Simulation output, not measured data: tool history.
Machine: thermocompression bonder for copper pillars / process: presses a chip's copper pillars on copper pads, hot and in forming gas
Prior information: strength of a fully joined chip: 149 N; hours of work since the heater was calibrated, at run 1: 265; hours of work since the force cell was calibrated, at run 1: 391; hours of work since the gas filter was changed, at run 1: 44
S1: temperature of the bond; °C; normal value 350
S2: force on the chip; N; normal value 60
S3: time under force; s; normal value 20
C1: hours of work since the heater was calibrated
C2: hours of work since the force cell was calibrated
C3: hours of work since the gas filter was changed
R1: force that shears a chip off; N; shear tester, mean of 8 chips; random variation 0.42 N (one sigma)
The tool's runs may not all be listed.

run,hour,S1,S2,S3,C1,C2,C3,R1
1,0,350,60,20,265,391,44,90.7
2,22.1,350,60,20,279,406,58,90.5
3,40.4,353,60,20,291,417,70,91.8
4,64.3,350,38,20,306,432,85,56.6
5,94.1,350,38,20,325,451,104,56.7
6,114.3,350,60,20,338,464,117,88.5
7,141.4,350,60,20,355,481,134,87.7
8,170.5,350,60,20,373,500,153,86.6
9,190.2,332,60,20,386,512,165,74.2
10,225.5,332,60,20,408,535,187,73.4
# hour 252.7: forming gas filter changed
11,253.2,350,76,20,425,552,0,113.7
12,278.9,357,60,20,442,568,17,99.7
13,310.2,357,60,20,462,588,36,99.1
# hour 314.1: force cell calibrated
14,326.8,357,60,45,471,8,46,118.6
15,355,357,60,45,489,26,64,116.2
16,379.4,350,60,43,505,41,79,111.6
17,396.8,350,60,43,516,53,91,110.2
# hour 406.1: force cell calibrated, once more
18,432.5,350,60,43,537,17,112,108.3
19,452.1,362,60,20,550,29,125,97.3
20,480.7,350,60,20,568,47,143,88.9
21,513.9,371,66,32,589,69,164,117.1

Run 22 has not been measured yet. What should we expect?
22,534.3,371,79,31,602,81,177,?

Run 22 came out at R1 124.7 N.
With no hidden state in the tool, this same run would have given R1 135 N.
